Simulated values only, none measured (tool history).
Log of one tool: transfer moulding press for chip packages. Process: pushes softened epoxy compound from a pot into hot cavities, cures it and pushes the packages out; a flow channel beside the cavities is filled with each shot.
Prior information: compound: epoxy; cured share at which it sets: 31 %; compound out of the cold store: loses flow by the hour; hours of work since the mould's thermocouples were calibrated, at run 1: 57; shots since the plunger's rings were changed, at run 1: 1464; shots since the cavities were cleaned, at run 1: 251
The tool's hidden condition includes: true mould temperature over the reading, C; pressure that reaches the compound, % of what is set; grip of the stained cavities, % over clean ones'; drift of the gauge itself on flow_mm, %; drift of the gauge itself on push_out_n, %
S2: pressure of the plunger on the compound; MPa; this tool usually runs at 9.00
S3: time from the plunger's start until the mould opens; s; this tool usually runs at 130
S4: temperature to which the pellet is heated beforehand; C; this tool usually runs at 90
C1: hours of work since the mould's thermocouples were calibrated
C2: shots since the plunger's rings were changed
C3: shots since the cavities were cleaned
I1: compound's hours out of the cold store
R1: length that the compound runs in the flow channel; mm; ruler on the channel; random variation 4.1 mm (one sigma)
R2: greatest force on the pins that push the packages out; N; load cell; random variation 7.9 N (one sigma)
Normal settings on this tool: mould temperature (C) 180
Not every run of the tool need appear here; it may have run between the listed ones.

Run 1, hour 0.0: usual settings; C1 57; C2 1464; C3 251; I1 14.1. Result: R1 956 mm, R2 354 N.
Run 2, hour 7.1: usual settings but S2 9.61 MPa; C1 61; C2 1515; C3 302; I1 17.7. Result: R1 966 mm, R2 338 N.
Run 3, hour 17.6: usual settings but S2 9.61 MPa; C1 66; C2 1590; C3 377; I1 28.8. Result: R1 896 mm, R2 348 N.
Run 4, hour 25.2: usual settings but S2 9.61 MPa; C1 69; C2 1645; C3 432; I1 43.8. Result: R1 806 mm, R2 323 N.
Run 5, hour 31.8: usual settings but mould temperature (C) 183; C1 73; C2 1692; C3 479; I1 22.7. Result: R1 897 mm, R2 308 N.
Run 6, hour 40.8: usual settings but mould temperature (C) 183; C1 77; C2 1756; C3 543; I1 12.2. Result: R1 954 mm, R2 320 N.
Run 7, hour 47.4: usual settings but mould temperature (C) 183; C1 80; C2 1803; C3 590; I1 41.3. Result: R1 790 mm, R2 305 N.
Run 8, hour 52.2: usual settings but mould temperature (C) 183; C1 83; C2 1837; C3 624; I1 30.0. Result: R1 847 mm, R2 293 N.
At hour 55.7: cavities cleaned with cleaning compound and waxed.
Run 9, hour 62.6: usual settings; C1 87; C2 1901; C3 49; I1 46.5. Result: R1 774 mm, R2 322 N.
Run 10, hour 73.4: usual settings; C1 92; C2 1978; C3 126; I1 35.5. Result: R1 820 mm, R2 350 N.
Run 11, hour 81.7: usual settings; C1 96; C2 2038; C3 186; I1 46.2. Result: R1 776 mm, R2 315 N.
Run 12, hour 88.1: usual settings but S4 88 C; C1 99; C2 2084; C3 232; I1 34.5. Result: R1 829 mm, R2 330 N.
Run 13, hour 95.6: usual settings but mould temperature (C) 185, S4 94 C; C1 103; C2 2137; C3 285; I1 33.0. Result: R1 823 mm, R2 291 N.
Run 14, hour 105.5: usual settings but mould temperature (C) 185, S4 94 C; C1 108; C2 2208; C3 356; I1 42.5. Result: R1 777 mm, R2 277 N.
Run 15, hour 114.2: usual settings but mould temperature (C) 185, S2 9.25 MPa, S4 94 C; C1 112; C2 2270; C3 418; I1 15.2. Result: R1 943 mm, R2 281 N.
Run 16, hour 119.9: usual settings but mould temperature (C) 185, S2 9.25 MPa, S4 94 C; C1 115; C2 2311; C3 459; I1 42.1. Result: R1 784 mm, R2 293 N.
Run 17, hour 128.8: usual settings but mould temperature (C) 185, S2 9.25 MPa, S4 94 C; C1 119; C2 2374; C3 522; I1 18.4. Result: R1 919 mm, R2 291 N.
Run 18, hour 137.9: usual settings but mould temperature (C) 185, S2 8.76 MPa, S3 162 s, S4 94 C; C1 123; C2 2439; C3 587; I1 32.8. Result: R1 812 mm, R2 252 N.
Run 19, hour 144.5: usual settings but mould temperature (C) 181, S2 8.76 MPa, S3 135 s, S4 80 C; C1 126; C2 2486; C3 634; I1 39.5. Result: R1 796 mm, R2 317 N.
At hour 146.8: cavities cleaned with cleaning compound and waxed.
Run 20, hour 153.9: usual settings but mould temperature (C) 181, S2 8.76 MPa, S3 135 s, S4 80 C; C1 130; C2 2543; C3 51; I1 24.0. Result: R1 877 mm, R2 314 N.
Run 21, hour 161.5: usual settings but mould temperature (C) 172, S2 8.84 MPa, S3 135 s, S4 87 C; C1 134; C2 2598; C3 106; I1 16.0. Result: R1 983 mm, R2 597 N.

Forecast each of these 5 alternatives for the next run:
Run A, hour 170.6: usual settings but mould temperature (C) 172, S2 8.84 MPa, S3 124 s, S4 87 C; C1 138; C2 2663; C3 171; I1 15.1. Result: R1 ?, R2 ?.
Run B, hour 170.6: usual settings but S2 8.84 MPa, S3 112 s, S4 93 C; C1 138; C2 2663; C3 171; I1 22.0. Result: R1 ?, R2 ?.
Run C, hour 170.6: usual settings but mould temperature (C) 172, S2 10.07 MPa, S3 169 s, S4 98 C; C1 138; C2 2663; C3 171; I1 35.9. Result: R1 ?, R2 ?.
Run D, hour 170.6: usual settings but mould temperature (C) 176, S2 9.95 MPa; C1 138; C2 2663; C3 171; I1 38.0. Result: R1 ?, R2 ?.
Run E, hour 170.6: usual settings but S3 137 s; C1 138; C2 2663; C3 171; I1 29.6. Result: R1 ?, R2 ?.

run   R1   R2
  A  984  732
  B  893  435
  C  898  358
  D  868  439
  E  860  317
Take away the tool's hidden state, keep each run's random variation, and the runs would have read:
run   R1   R2
  A  985  729
  B  895  434
  C  899  356
  D  869  438
  E  861  315

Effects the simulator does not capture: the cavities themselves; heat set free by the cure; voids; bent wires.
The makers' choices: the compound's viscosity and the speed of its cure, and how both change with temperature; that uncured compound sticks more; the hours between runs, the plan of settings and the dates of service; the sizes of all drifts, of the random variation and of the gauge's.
